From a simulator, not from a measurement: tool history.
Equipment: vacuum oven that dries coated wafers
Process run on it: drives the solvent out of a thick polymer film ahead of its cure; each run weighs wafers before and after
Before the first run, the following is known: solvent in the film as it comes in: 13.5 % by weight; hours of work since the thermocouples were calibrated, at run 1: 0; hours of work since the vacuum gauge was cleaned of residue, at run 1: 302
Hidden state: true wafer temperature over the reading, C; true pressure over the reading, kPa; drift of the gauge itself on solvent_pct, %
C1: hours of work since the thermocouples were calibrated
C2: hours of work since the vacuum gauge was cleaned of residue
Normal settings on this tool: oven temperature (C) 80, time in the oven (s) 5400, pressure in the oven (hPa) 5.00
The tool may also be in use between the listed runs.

{"run": 1, "hour": 0.0, "oven temperature (C)": 80, "time in the oven (s)": 5400, "pressure in the oven (hPa)": 5.0, "C1": 0, "C2": 302, "solvent left in the film (%)": 1.64}
{"run": 2, "hour": 68.2, "oven temperature (C)": 94, "time in the oven (s)": 5400, "pressure in the oven (hPa)": 5.0, "C1": 37, "C2": 339, "solvent left in the film (%)": 0.32}
{"run": 3, "hour": 101.9, "oven temperature (C)": 80, "time in the oven (s)": 5400, "pressure in the oven (hPa)": 5.0, "C1": 56, "C2": 358, "solvent left in the film (%)": 1.65}
{"run": 4, "hour": 169.8, "oven temperature (C)": 80, "time in the oven (s)": 5400, "pressure in the oven (hPa)": 5.0, "C1": 93, "C2": 395, "solvent left in the film (%)": 1.62}
{"run": 5, "hour": 211.8, "oven temperature (C)": 80, "time in the oven (s)": 5400, "pressure in the oven (hPa)": 5.0, "C1": 116, "C2": 418, "solvent left in the film (%)": 1.65}
{"run": 6, "hour": 258.2, "oven temperature (C)": 80, "time in the oven (s)": 5400, "pressure in the oven (hPa)": 4.0, "C1": 141, "C2": 443, "solvent left in the film (%)": 1.63}
{"run": 7, "hour": 326.3, "oven temperature (C)": 80, "time in the oven (s)": 5400, "pressure in the oven (hPa)": 4.0, "C1": 179, "C2": 481, "solvent left in the film (%)": 1.6}
{"run": 8, "hour": 366.2, "oven temperature (C)": 80, "time in the oven (s)": 5400, "pressure in the oven (hPa)": 11.6, "C1": 200, "C2": 502, "solvent left in the film (%)": 1.73}
{"run": 9, "hour": 397.4, "oven temperature (C)": 80, "time in the oven (s)": 5400, "pressure in the oven (hPa)": 11.6, "C1": 218, "C2": 519, "solvent left in the film (%)": 1.71}
{"run": 10, "hour": 451.2, "oven temperature (C)": 80, "time in the oven (s)": 5040, "pressure in the oven (hPa)": 5.0, "C1": 247, "C2": 549, "solvent left in the film (%)": 1.79}
{"run": 11, "hour": 485.6, "oven temperature (C)": 76, "time in the oven (s)": 5400, "pressure in the oven (hPa)": 5.0, "C1": 266, "C2": 568, "solvent left in the film (%)": 2.26}
{"run": 12, "hour": 518.0, "oven temperature (C)": 73, "time in the oven (s)": 5400, "pressure in the oven (hPa)": 5.0, "C1": 284, "C2": 586, "solvent left in the film (%)": 2.84}
{"run": 13, "hour": 569.6, "oven temperature (C)": 80, "time in the oven (s)": 5400, "pressure in the oven (hPa)": 5.1, "C1": 312, "C2": 614, "solvent left in the film (%)": 1.65}
{"run": 14, "hour": 610.9, "oven temperature (C)": 80, "time in the oven (s)": 5400, "pressure in the oven (hPa)": 8.73, "C1": 334, "C2": 636, "solvent left in the film (%)": 1.65}
{"run": 15, "hour": 654.0, "oven temperature (C)": 80, "time in the oven (s)": 5400, "pressure in the oven (hPa)": 8.73, "C1": 358, "C2": 660, "solvent left in the film (%)": 1.66}
{"run": 16, "hour": 690.2, "oven temperature (C)": 88, "time in the oven (s)": 5400, "pressure in the oven (hPa)": 3.07, "C1": 378, "C2": 680, "solvent left in the film (%)": 0.6}
{"run": 17, "hour": 729.3, "oven temperature (C)": 74, "time in the oven (s)": 5400, "pressure in the oven (hPa)": 3.36, "C1": 399, "C2": 701, "solvent left in the film (%)": 2.63}
{"run": 18, "hour": 772.3, "oven temperature (C)": 77, "time in the oven (s)": 6420, "pressure in the oven (hPa)": 6.89, "C1": 423, "C2": 725, "solvent left in the film (%)": 1.6}
{"run": 19, "hour": 840.8, "oven temperature (C)": 77, "time in the oven (s)": 6420, "pressure in the oven (hPa)": 6.89, "C1": 460, "C2": 762, "solvent left in the film (%)": 1.56}
{"run": 20, "hour": 886.7, "oven temperature (C)": 83, "time in the oven (s)": 3900, "pressure in the oven (hPa)": 2.66, "C1": 485, "C2": 787, "solvent left in the film (%)": 2.05}
{"run": 21, "hour": 923.1, "oven temperature (C)": 70, "time in the oven (s)": 9180, "pressure in the oven (hPa)": 3.73, "C1": 505, "C2": 807, "solvent left in the film (%)": 1.61}
{"run": 22, "hour": 979.1, "oven temperature (C)": 70, "time in the oven (s)": 9180, "pressure in the oven (hPa)": 3.73, "C1": 536, "C2": 838, "solvent left in the film (%)": 1.59}

How would selected steps in solvent left in the film (%) from run to run divide? Give the signed amount a tool lacking its hidden state would still show from settings, what came in and random variation, and the signed amount left for the hidden state, including any gauge scatter that is not in both of the compared results.
Run 2 -> 3: oven temperature (C) 94 -> 80. solvent left in the film (%) +1.33: hidden state -0.04, all else +1.37.
Run 15 -> 16: oven temperature (C) 80 -> 88, pressure in the oven (hPa) 8.73 -> 3.07. solvent left in the film (%) -1.06: hidden state +0.05, all else -1.11.
Run 16 -> 17: oven temperature (C) 88 -> 74, pressure in the oven (hPa) 3.07 -> 3.36. solvent left in the film (%) +2.03: hidden state -0.09, all else +2.12.

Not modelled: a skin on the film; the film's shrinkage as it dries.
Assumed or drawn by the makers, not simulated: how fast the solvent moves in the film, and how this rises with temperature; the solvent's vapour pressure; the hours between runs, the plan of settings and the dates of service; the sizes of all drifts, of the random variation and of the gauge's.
